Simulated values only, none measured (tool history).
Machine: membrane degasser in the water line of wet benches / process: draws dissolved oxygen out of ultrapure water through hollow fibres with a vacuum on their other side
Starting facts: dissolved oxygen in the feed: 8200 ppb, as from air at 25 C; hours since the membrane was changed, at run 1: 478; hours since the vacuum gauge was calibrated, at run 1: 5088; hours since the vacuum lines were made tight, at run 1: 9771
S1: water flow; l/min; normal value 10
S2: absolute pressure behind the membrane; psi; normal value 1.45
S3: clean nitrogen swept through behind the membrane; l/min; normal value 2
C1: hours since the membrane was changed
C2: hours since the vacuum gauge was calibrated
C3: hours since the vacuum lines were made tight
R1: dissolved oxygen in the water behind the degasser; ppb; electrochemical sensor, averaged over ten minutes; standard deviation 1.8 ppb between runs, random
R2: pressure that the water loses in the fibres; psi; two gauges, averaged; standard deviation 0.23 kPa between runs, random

run     day  S1    S2    S3    C1    C2     C3     R1     R2
  1       0  10  1.45     2   478  5088   9771  182.3  8.256
  2   5.621  10  1.45     2   613  5223   9906  185.1  8.218
  3   8.321  10  1.45     2   678  5288   9971  182.2  8.237
  4  12.854  10  1.45     2   786  5396  10080  182.1  8.222
  5  16.592  10  1.45     2   876  5486  10169  183.7    8.2
     16.942  -- vacuum gauge calibrated
  6  22.142   6  1.45  1.15  1009   125  10302  125.4  4.898
  7  26.358   6  1.45  1.15  1110   226  10403  127.2  4.898
  8  28.729  11  2.16  1.27  1167   283  10460  358.1  9.088
  9  31.879  11  2.16  1.27  1242   358  10536  358.1  8.978
 10  36.204  11  2.16  1.27  1346   462  10640  359.6  8.985

Branching from run 10: 5 alternative next runs. What would each branch give?
     41.292  -- vacuum gauge calibrated, once more
  A  41.512  11   1.2  2.82  1473   5  10767   ?   ?
     41.292  -- vacuum gauge calibrated, once more
  B  41.512   7  2.16  0.81  1473   5  10767   ?   ?
     41.292  -- vacuum gauge calibrated, once more
  C  41.512   6  2.02  1.05  1473   5  10767   ?   ?
     41.292  -- vacuum gauge calibrated, once more
  D  41.512  11  2.02  1.21  1473   5  10767   ?   ?
     41.292  -- vacuum gauge calibrated, once more
  E  41.512  11  2.16  2.79  1473   5  10767   ?   ?

run     R1     R2
  A  166.1  9.074
  B    290  5.775
  C  185.4  4.905
  D  342.3  9.074
  E  228.8  9.052
Had the tool no hidden state, the same runs would have come out as:
run     R1     R2
  A  161.6  9.017
  B  279.9  5.739
  C  177.4  4.875
  D  334.1  9.018
  E  222.8  8.995
